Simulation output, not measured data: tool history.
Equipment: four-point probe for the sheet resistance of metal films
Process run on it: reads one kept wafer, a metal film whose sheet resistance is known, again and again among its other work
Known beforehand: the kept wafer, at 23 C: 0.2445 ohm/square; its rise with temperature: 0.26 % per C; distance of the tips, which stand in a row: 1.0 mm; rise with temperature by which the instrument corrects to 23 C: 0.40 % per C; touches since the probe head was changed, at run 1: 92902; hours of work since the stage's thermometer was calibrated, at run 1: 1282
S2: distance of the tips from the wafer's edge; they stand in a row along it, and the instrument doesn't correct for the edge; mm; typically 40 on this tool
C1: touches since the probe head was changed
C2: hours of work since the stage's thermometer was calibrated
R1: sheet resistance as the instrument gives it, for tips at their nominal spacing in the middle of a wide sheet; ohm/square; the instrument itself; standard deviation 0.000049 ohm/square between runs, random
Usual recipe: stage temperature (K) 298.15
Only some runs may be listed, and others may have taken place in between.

Run 1, hour 0.0: usual settings; C1 92902; C2 1282. Result: R1 0.245425 ohm/square.
Run 2, hour 36.3: usual settings; C1 94145; C2 1302. Result: R1 0.245399 ohm/square.
Run 3, hour 80.2: usual settings; C1 95650; C2 1327. Result: R1 0.245397 ohm/square.
Run 4, hour 113.7: usual settings; C1 96798; C2 1345. Result: R1 0.245404 ohm/square.
Run 5, hour 169.3: usual settings but stage temperature (K) 300.15; C1 98705; C2 1376. Result: R1 0.244697 ohm/square.
Run 6, hour 229.8: usual settings but stage temperature (K) 294.15; C1 100778; C2 1410. Result: R1 0.246825 ohm/square.
Run 7, hour 294.4: usual settings but S2 6 mm; C1 102992; C2 1446. Result: R1 0.248981 ohm/square.
Run 8, hour 363.3: usual settings; C1 105353; C2 1484. Result: R1 0.245614 ohm/square.
Run 9, hour 410.9: usual settings but stage temperature (K) 292.15; C1 106987; C2 1511. Result: R1 0.247584 ohm/square.
Run 10, hour 450.4: usual settings but stage temperature (K) 292.15; C1 108340; C2 1533. Result: R1 0.247706 ohm/square.
Run 11, hour 492.3: usual settings; C1 109776; C2 1556. Result: R1 0.245582 ohm/square.
Run 12, hour 538.8: usual settings but stage temperature (K) 297.15; C1 111370; C2 1582. Result: R1 0.245938 ohm/square.
Run 13, hour 608.9: usual settings but stage temperature (K) 297.15; C1 113774; C2 1621. Result: R1 0.245856 ohm/square.
Run 14, hour 680.9: usual settings but stage temperature (K) 297.15; C1 116242; C2 1661. Result: R1 0.245992 ohm/square.
Run 15, hour 722.3: usual settings but stage temperature (K) 297.15; C1 117661; C2 1684. Result: R1 0.245921 ohm/square.
Run 16, hour 797.5: usual settings but stage temperature (K) 297.15, S2 7 mm; C1 120239; C2 1726. Result: R1 0.248581 ohm/square.
Run 17, hour 847.6: usual settings but stage temperature (K) 293.15, S2 48 mm; C1 121956; C2 1753. Result: R1 0.247487 ohm/square.
Run 18, hour 886.6: usual settings but stage temperature (K) 301.15, S2 4 mm; C1 123292; C2 1775. Result: R1 0.252565 ohm/square.
Run 19, hour 936.5: usual settings but stage temperature (K) 299.15, S2 48 mm; C1 125001; C2 1803. Result: R1 0.245313 ohm/square.
Run 20, hour 972.0: usual settings but stage temperature (K) 295.15, S2 3 mm; C1 126221; C2 1823. Result: R1 0.260489 ohm/square.
Run 21, hour 1029.3: usual settings but stage temperature (K) 300.15, S2 13 mm; C1 128185; C2 1854. Result: R1 0.245729 ohm/square.
Run 22, hour 1103.6: usual settings but stage temperature (K) 300.15, S2 13 mm; C1 130729; C2 1896. Result: R1 0.245874 ohm/square.
Run 23, hour 1155.9: usual settings but stage temperature (K) 308.15, S2 28 mm; C1 132523; C2 1925. Result: R1 0.242682 ohm/square.
Run 24, hour 1227.8: usual settings but stage temperature (K) 302.15, S2 46 mm; C1 134986; C2 1965. Result: R1 0.244363 ohm/square.
Run 25, hour 1295.6: usual settings but stage temperature (K) 292.15, S2 16 mm; C1 137311; C2 2003. Result: R1 0.248360 ohm/square.

Some steps in R1 between neighbouring runs. How much of each would the tool show without its hidden state too (settings, what came in, random variation), and how much is left for the hidden state, with any gauge scatter that isn't in both results?
Hidden state at play: inner tips' distance over the nominal, %; tips' flats over new ones', %; wafer's true temperature over the reading, C; drift of the gauge itself on sheet_ohm, %.
Run 19 -> 20: stage temperature (K) 299.15 -> 295.15, S2 48 -> 3. R1 +0.015176 ohm/square: hidden state +0.000110, all else +0.015066.
Run 20 -> 21: stage temperature (K) 295.15 -> 300.15, S2 3 -> 13. R1 -0.014760 ohm/square: hidden state -0.000070, all else -0.014690.
